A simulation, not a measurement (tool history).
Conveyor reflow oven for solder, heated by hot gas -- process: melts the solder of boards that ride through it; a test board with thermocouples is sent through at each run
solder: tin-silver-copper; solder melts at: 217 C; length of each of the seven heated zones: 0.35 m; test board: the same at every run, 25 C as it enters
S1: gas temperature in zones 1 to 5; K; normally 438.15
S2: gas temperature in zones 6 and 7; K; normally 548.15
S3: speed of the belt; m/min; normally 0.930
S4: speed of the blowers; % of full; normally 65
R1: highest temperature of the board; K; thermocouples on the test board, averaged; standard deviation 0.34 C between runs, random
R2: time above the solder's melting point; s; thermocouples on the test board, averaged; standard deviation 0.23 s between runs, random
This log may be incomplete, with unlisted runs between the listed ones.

Run 1, hour 0.0: usual settings. Result: R1 526.85 K, R2 31.6 s.
Run 2, hour 38.1: usual settings. Result: R1 526.85 K, R2 31.5 s.
Run 3, hour 79.2: usual settings. Result: R1 527.05 K, R2 31.8 s.
Run 4, hour 108.5: usual settings. Result: R1 526.75 K, R2 31.7 s.
Run 5, hour 144.9: usual settings but S1 441.15 K. Result: R1 527.35 K, R2 32.9 s.
Run 6, hour 167.3: usual settings. Result: R1 526.95 K, R2 32.0 s.
Run 7, hour 203.3: usual settings. Result: R1 526.05 K, R2 31.9 s.
Run 8, hour 244.9: usual settings. Result: R1 526.95 K, R2 32.1 s.
Run 9, hour 278.4: usual settings but S3 0.795 m/min. Result: R1 532.65 K, R2 40.8 s.
Run 10, hour 325.2: usual settings but S3 0.795 m/min. Result: R1 532.05 K, R2 41.0 s.
Run 11, hour 368.5: usual settings but S3 0.795 m/min. Result: R1 532.55 K, R2 40.9 s.
Run 12, hour 415.8: usual settings but S3 0.795 m/min. Result: R1 532.25 K, R2 41.2 s.
Run 13, hour 437.0: usual settings. Result: R1 526.15 K, R2 32.1 s.
Run 14, hour 476.2: usual settings but S3 0.881 m/min. Result: R1 529.05 K, R2 34.9 s.
Run 15, hour 501.8: usual settings but S3 0.881 m/min. Result: R1 528.45 K, R2 34.7 s.
Run 16, hour 532.4: usual settings but S1 428.15 K, S4 74 % of full. Result: R1 526.95 K, R2 30.5 s.
Run 17, hour 552.8: usual settings but S1 451.15 K, S3 0.866 m/min, S4 74 % of full. Result: R1 533.45 K, R2 40.4 s.
Run 18, hour 592.6: usual settings but S1 451.15 K, S2 559.15 K, S3 0.866 m/min, S4 82 % of full. Result: R1 545.55 K, R2 44.3 s.
Run 19, hour 617.4: usual settings but S1 452.15 K, S2 559.15 K, S3 0.858 m/min, S4 82 % of full. Result: R1 545.55 K, R2 45.3 s.
Run 20, hour 639.8: usual settings but S1 452.15 K, S2 559.15 K, S3 0.858 m/min, S4 82 % of full. Result: R1 545.05 K, R2 45.6 s.
Run 21, hour 660.4: usual settings but S1 436.15 K, S2 539.15 K, S3 0.913 m/min, S4 74 % of full. Result: R1 520.95 K, R2 29.9 s.
Run 22, hour 682.3: usual settings but S2 549.15 K, S4 72 % of full. Result: R1 528.65 K, R2 33.0 s.
Run 23, hour 704.4: usual settings but S2 549.15 K, S4 72 % of full. Result: R1 528.75 K, R2 33.3 s.
Run 24, hour 731.4: usual settings but S2 549.15 K, S4 72 % of full. Result: R1 528.55 K, R2 33.2 s.
At hour 766.1: flux residue cleaned out of gas plates and filters.
Run 25, hour 786.4: usual settings but S2 549.15 K, S4 72 % of full. Result: R1 531.15 K, R2 34.1 s.
Run 26, hour 832.6: usual settings but S1 439.15 K. Result: R1 528.45 K, R2 33.5 s.
Run 27, hour 864.6: usual settings but S3 0.984 m/min, S4 72 % of full. Result: R1 528.85 K, R2 31.2 s.
Run 28, hour 910.2: usual settings but S3 0.984 m/min, S4 71 % of full. Result: R1 527.55 K, R2 31.0 s.
Run 29, hour 957.5: usual settings but S1 425.15 K, S2 557.15 K, S3 0.827 m/min, S4 55 % of full. Result: R1 534.45 K, R2 38.0 s.
Run 30, hour 987.7: usual settings but S2 558.15 K, S3 0.770 m/min, S4 54 % of full. Result: R1 540.55 K, R2 46.1 s.

Forecast each of these 5 alternatives for the next run:
Run A, hour 1033.9: usual settings but S2 559.15 K, S3 0.902 m/min, S4 67 % of full. Result: R1 ?, R2 ?.
Run B, hour 1033.9: usual settings but S4 50 % of full. Result: R1 ?, R2 ?.
Run C, hour 1033.9: usual settings but S1 442.15 K, S3 0.973 m/min, S4 77 % of full. Result: R1 ?, R2 ?.
Run D, hour 1033.9: usual settings but S1 448.15 K. Result: R1 ?, R2 ?.
Run E, hour 1033.9: usual settings but S1 443.15 K, S2 542.15 K. Result: R1 ?, R2 ?.

run      R1    R2
  A  539.95  38.5
  B  522.45  29.7
  C  530.45  33.3
  D  529.85  36.2
  E  524.65  32.2
Stripped of hidden state, with their random variation kept, the same runs would have yielded:
run      R1    R2
  A  538.25  37.5
  B  520.75  28.5
  C  528.85  32.3
  D  528.15  35.1
  E  522.95  31.1
